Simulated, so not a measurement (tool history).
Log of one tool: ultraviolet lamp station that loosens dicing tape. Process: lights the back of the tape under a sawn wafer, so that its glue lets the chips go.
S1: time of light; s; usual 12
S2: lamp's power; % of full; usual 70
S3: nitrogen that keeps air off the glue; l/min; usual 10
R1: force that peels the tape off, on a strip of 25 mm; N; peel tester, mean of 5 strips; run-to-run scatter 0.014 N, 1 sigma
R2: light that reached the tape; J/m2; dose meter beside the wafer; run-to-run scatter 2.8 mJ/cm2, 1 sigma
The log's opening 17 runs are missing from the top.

{"run": 18, "hour": 127.0, "S1": 12, "S2": 70, "S3": 10, "R1": 0.857, "R2": 3250}
{"run": 19, "hour": 137.6, "S1": 12, "S2": 70, "S3": 10, "R1": 0.836, "R2": 3240}
{"run": 20, "hour": 142.4, "S1": 12, "S2": 70, "S3": 10, "R1": 0.844, "R2": 3250}
{"run": 21, "hour": 147.4, "S1": 12, "S2": 70, "S3": 10, "R1": 0.854, "R2": 3250}
{"run": 22, "hour": 154.6, "S1": 12, "S2": 70, "S3": 10, "R1": 0.846, "R2": 3250}
{"run": 23, "hour": 160.4, "S1": 12, "S2": 70, "S3": 10, "R1": 0.879, "R2": 3260}
{"run": 24, "hour": 168.6, "S1": 18, "S2": 70, "S3": 19, "R1": 0.364, "R2": 4820}
{"run": 25, "hour": 175.5, "S1": 12, "S2": 72, "S3": 8, "R1": 0.899, "R2": 3270}
{"run": 26, "hour": 183.9, "S1": 12, "S2": 84, "S3": 8, "R1": 0.778, "R2": 3790}

For run 27, what comes out?
{"run": 27, "hour": 193.6, "S1": 12, "S2": 96, "S3": 7, "R1": "?", "R2": "?"}

Run 27 yielded R1 0.712 N, R2 4370 J/m2.
Were there no unlogged condition in the tool, this run, its random variation unchanged, would have produced R1 0.544 N, R2 5340 J/m2.

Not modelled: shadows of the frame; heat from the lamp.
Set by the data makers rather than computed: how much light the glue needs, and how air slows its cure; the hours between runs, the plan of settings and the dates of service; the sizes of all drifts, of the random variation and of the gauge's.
